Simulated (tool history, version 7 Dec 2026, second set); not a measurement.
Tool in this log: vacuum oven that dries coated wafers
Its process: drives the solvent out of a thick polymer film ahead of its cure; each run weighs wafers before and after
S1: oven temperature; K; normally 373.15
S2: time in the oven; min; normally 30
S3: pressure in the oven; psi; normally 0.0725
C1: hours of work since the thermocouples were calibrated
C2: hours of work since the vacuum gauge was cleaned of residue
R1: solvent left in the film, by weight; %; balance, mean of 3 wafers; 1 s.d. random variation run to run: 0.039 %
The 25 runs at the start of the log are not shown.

run,day,S1,S2,S3,C1,C2,R1
26,49.675,373.15,36,0.1848,383,103,2.04
27,50.825,373.15,36,0.1848,402,122,2.13
28,52.067,369.15,30,0.0725,423,143,2.53
29,53.592,387.15,24,0.0891,448,168,1.00
30,55.071,385.15,44,0.0598,473,192,0.39
31,56.392,385.15,30,0.0625,495,214,0.64
32,57.833,385.15,30,0.0625,519,238,0.68
33,59.317,385.15,30,0.0625,543,263,0.70
34,61.354,373.15,45,0.0967,577,297,1.12
35,63.046,373.15,30,0.1144,605,325,2.16

Here are 3 independent what-if runs from the current tool condition. What would each one return?
A,64.342,373.15,21,0.0629,627,347,?
B,64.342,377.15,23,0.1932,627,347,?
C,64.342,384.15,30,0.0725,627,347,?

run,R1
A,3.07
B,2.83
C,0.82
Had the tool no hidden state, the same runs would have come out as:
run,R1
A,3.06
B,2.82
C,0.82

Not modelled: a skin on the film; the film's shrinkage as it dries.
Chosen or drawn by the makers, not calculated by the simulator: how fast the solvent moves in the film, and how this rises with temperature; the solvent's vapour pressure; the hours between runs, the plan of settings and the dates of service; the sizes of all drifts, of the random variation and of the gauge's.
